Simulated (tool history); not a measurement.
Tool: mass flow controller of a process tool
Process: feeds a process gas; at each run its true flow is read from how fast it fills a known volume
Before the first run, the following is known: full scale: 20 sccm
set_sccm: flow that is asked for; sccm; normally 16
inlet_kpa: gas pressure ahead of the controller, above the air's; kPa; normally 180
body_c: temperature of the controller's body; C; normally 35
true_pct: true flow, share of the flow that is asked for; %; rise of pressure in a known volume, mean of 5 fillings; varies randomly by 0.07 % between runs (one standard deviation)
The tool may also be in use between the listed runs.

| run | hour | set_sccm | inlet_kpa | body_c | true_pct |
|---|---|---|---|---|---|
| 1 | 0 | 16 | 180 | 35 | 98.66 |
| 2 | 147.1 | 16 | 180 | 33 | 98.66 |
| 3 | 231.4 | 16 | 180 | 35 | 98.59 |
| 4 | 384.6 | 16 | 180 | 35 | 98.63 |
| 5 | 524.2 | 16 | 180 | 35 | 98.7 |
| 6 | 598.7 | 16 | 180 | 35 | 98.62 |
| 7 | 747.2 | 16 | 180 | 25 | 98.97 |
| 8 | 824.9 | 5 | 180 | 35 | 98.74 |
| 9 | 932.5 | 16 | 180 | 35 | 98.73 |
| 10 | 1003.3 | 11 | 180 | 35 | 98.22 |
| 11 | 1110.8 | 16 | 180 | 35 | 98.72 |
| 12 | 1227.3 | 16 | 180 | 35 | 98.55 |
| 13 | 1327 | 16 | 180 | 35 | 98.6 |
| 14 | 1392.5 | 16 | 180 | 26 | 98.88 |
| 15 | 1487.7 | 16 | 180 | 26 | 98.83 |
| 16 | 1590.8 | 16 | 180 | 26 | 98.93 |
| 17 | 1655.4 | 16 | 180 | 26 | 98.81 |
| 18 | 1758.7 | 11 | 180 | 35 | 98.09 |
| 19 | 1847.8 | 11 | 180 | 35 | 98.29 |
| 20 | 1952.3 | 11 | 180 | 28 | 98.67 |
| 21 | 2042.5 | 9 | 180 | 35 | 98.27 |
|  | 2050.1 | controller's zero set anew |
| 22 | 2151.7 | 9 | 180 | 35 | 98.59 |
| 23 | 2298 | 9 | 180 | 35 | 98.62 |
| 24 | 2415.7 | 9 | 180 | 35 | 98.62 |

Run 25 comes next. What will it give?
| 25 | 2573.2 | 3 | 230 | 23 | ? |

Run 25 produced true_pct 102.34 %.
Take away the tool's hidden state, keep the run-to-run variation as it was, and the same run would have given true_pct 97.78 %.

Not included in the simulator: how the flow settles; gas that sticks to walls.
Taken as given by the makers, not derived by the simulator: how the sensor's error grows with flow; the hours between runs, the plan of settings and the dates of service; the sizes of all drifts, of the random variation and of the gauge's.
